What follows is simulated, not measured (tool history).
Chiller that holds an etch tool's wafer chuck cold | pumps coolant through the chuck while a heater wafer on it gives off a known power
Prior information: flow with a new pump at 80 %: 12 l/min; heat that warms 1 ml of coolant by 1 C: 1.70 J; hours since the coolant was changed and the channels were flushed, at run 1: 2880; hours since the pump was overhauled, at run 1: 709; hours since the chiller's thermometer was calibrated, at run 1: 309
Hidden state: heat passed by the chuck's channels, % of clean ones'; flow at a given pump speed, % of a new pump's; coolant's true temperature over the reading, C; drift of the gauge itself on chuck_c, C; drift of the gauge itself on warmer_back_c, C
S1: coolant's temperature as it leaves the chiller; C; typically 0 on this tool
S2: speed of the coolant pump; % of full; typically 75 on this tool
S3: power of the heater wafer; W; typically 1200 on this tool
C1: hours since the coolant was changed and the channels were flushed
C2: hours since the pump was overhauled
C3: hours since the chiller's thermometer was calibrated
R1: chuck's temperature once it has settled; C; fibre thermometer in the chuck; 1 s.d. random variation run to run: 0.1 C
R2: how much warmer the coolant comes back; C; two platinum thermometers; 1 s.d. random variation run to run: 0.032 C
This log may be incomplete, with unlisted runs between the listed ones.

run	hour	S1	S2	S3	C1	C2	C3	R1	R2
1	0.0	0	75	1200	2880	709	309	13.1	3.86
2	44.8	0	75	1200	2925	754	354	13.2	3.94
3	84.9	8	75	1200	2965	794	394	21.3	3.85
4	126.6	8	75	1200	3006	836	436	21.2	3.90
5	156.0	8	75	1200	3036	865	465	21.3	3.93
6	185.6	0	75	827	3066	895	495	9.3	2.66
7	222.0	0	75	827	3102	931	531	9.2	2.70
# hour 225.2: chiller's thermometer calibrated
8	258.1	0	75	827	3137	966	33	9.5	2.71
9	302.4	1	75	976	3181	1011	77	12.0	3.18
# hour 307.1: chiller's thermometer calibrated, once more
10	334.5	0	75	1767	3212	1042	27	19.9	5.78
11	373.8	-3	73	1767	3252	1081	67	17.6	5.97
12	411.7	-3	73	1767	3290	1119	105	17.5	5.96
13	447.9	-9	88	1200	3326	1155	141	3.1	3.38
14	475.6	-7	75	707	3354	1183	169	1.2	2.33
15	516.4	7	95	1041	3394	1224	209	17.1	2.75

Each row is a separate what-if for the run after 15, all from the same tool condition, not one after another. Results?
A	567.4	-8	75	856	3445	1275	260	?	?
B	567.4	9	90	1200	3445	1275	260	?	?
C	567.4	0	78	815	3445	1275	260	?	?
D	567.4	3	98	1200	3445	1275	260	?	?

run	R1	R2
A	1.7	2.83
B	20.9	3.34
C	9.2	2.64
D	14.4	3.09
Without the tool's hidden state the same runs would have given:
run	R1	R2
A	-0.4	2.68
B	18.4	3.16
C	7.3	2.50
D	12.0	2.92
